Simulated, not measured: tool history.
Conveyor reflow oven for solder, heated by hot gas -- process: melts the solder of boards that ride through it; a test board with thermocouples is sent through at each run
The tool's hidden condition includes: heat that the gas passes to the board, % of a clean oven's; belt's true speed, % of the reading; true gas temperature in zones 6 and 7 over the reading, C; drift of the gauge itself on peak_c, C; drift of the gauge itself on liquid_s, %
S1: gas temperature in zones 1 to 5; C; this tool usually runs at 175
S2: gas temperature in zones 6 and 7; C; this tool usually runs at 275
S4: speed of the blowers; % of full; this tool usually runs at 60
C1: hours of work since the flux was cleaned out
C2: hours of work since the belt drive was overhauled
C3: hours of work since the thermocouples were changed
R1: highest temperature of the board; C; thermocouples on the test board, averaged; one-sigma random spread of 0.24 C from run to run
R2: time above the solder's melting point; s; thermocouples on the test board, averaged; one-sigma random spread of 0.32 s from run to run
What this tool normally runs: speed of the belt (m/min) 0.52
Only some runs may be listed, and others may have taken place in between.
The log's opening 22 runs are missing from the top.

Run 23, hour 336.6: usual settings but S1 177 C, S2 282 C, speed of the belt (m/min) 0.505; C1 39; C2 97; C3 792. Result: R1 263.5 C, R2 59.8 s.
Run 24, hour 351.5: usual settings but S1 177 C, S2 267 C, speed of the belt (m/min) 0.505, S4 79 % of full; C1 51; C2 109; C3 804. Result: R1 254.1 C, R2 56.1 s.
Run 25, hour 370.8: usual settings but S2 264 C, speed of the belt (m/min) 0.503, S4 68 % of full; C1 66; C2 124; C3 819. Result: R1 249.2 C, R2 51.4 s.
Run 26, hour 385.2: usual settings but S2 280 C, speed of the belt (m/min) 0.456, S4 58 % of full; C1 77; C2 135; C3 831. Result: R1 264.4 C, R2 67.4 s.
Run 27, hour 402.2: usual settings but S2 280 C, speed of the belt (m/min) 0.456, S4 58 % of full; C1 91; C2 149; C3 844. Result: R1 264 C, R2 67.6 s.
Run 28, hour 412.3: usual settings but S1 173 C, S2 288 C, speed of the belt (m/min) 0.456, S4 58 % of full; C1 99; C2 157; C3 852. Result: R1 270.9 C, R2 69.6 s.
Run 29, hour 426.4: usual settings but S1 189 C, S4 54 % of full; C1 110; C2 168; C3 863. Result: R1 257.6 C, R2 59.1 s.
Run 30, hour 437.7: usual settings but S1 189 C, S4 54 % of full; C1 119; C2 177; C3 872. Result: R1 256.8 C, R2 59.2 s.
Run 31, hour 450.1: usual settings but S1 181 C, S2 282 C; C1 129; C2 187; C3 882. Result: R1 262.4 C, R2 60 s.

Each row is a separate what-if for the run after 31, all from the same tool condition, not one after another. Results?
Run A, hour 462.9: usual settings but S1 181 C, S2 282 C, speed of the belt (m/min) 0.495, S4 59 % of full; C1 139; C2 197; C3 892. Result: R1 ?, R2 ?.
Run B, hour 462.9: usual settings but S1 181 C, S2 282 C, S4 71 % of full; C1 139; C2 197; C3 892. Result: R1 ?, R2 ?.
Run C, hour 462.9: usual settings but S2 269 C, speed of the belt (m/min) 0.489, S4 53 % of full; C1 139; C2 197; C3 892. Result: R1 ?, R2 ?.

run     R1    R2
  A    264  63.9
  B  265.4  60.6
  C  250.6  53.2
What these runs would have given with no unlogged condition in the tool:
run     R1    R2
  A  263.2  63.1
  B  264.6    60
  C  249.7  52.4

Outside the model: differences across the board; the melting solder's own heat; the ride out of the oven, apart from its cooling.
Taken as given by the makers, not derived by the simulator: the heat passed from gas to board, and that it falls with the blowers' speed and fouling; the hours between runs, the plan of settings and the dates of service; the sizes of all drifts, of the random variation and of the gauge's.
